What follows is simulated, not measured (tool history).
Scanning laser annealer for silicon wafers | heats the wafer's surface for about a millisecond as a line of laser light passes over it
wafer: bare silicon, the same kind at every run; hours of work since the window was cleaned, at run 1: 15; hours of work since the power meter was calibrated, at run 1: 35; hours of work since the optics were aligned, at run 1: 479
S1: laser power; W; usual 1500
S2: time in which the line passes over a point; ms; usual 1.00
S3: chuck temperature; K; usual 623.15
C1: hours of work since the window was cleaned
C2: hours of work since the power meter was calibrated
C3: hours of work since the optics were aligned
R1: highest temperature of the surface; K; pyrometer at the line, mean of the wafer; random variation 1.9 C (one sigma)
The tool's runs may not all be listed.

run,hour,S1,S2,S3,C1,C2,C3,R1
1,0.0,1500,1.00,623.15,15,35,479,1384.15
2,21.0,1500,1.00,623.15,29,49,493,1390.15
3,44.0,1500,1.00,623.15,44,64,509,1384.15
4,69.4,1500,1.00,623.15,61,82,526,1387.15
5,85.0,1500,1.00,635.15,72,92,536,1399.15
6,114.9,1500,0.91,623.15,92,112,556,1352.15
7,137.4,1390,1.00,623.15,107,127,572,1324.15
8,168.4,1390,1.00,623.15,128,148,592,1330.15
9,189.9,1390,1.00,623.15,142,162,607,1330.15
10,206.8,1390,1.00,623.15,153,174,618,1325.15
11,235.0,1500,1.00,623.15,172,193,637,1380.15
12,258.4,1428,1.25,584.15,188,208,653,1395.15
13,277.9,1428,1.25,584.15,201,222,666,1395.15
14,292.1,1500,1.00,603.15,211,231,675,1360.15
15,322.3,1474,1.02,603.15,231,251,696,1356.15
16,346.1,1293,0.82,641.15,247,267,712,1228.15
17,371.6,1406,0.81,622.15,264,284,729,1255.15
18,402.6,1350,0.81,622.15,285,305,750,1231.15
19,417.6,1500,0.83,620.15,295,315,760,1305.15
20,443.1,1527,1.01,603.15,312,332,777,1379.15
21,460.8,1527,1.01,603.15,324,344,789,1372.15
22,475.3,1623,1.22,657.15,333,354,798,1564.15

Forecast each of these 4 alternatives for the next run:
# hour 485.4: optics aligned, line set to its width
A,509.4,1635,1.00,650.15,353,374,16,?
# hour 485.4: optics aligned, line set to its width
B,509.4,1623,1.22,588.15,353,374,16,?
# hour 485.4: optics aligned, line set to its width
C,509.4,1481,1.00,623.15,353,374,16,?
# hour 485.4: optics aligned, line set to its width
D,509.4,1485,0.75,618.15,353,374,16,?

run,R1
A,1476.15
B,1500.15
C,1367.15
D,1262.15
Without the tool's hidden state the same runs would have given:
run,R1
A,1492.15
B,1518.15
C,1382.15
D,1274.15
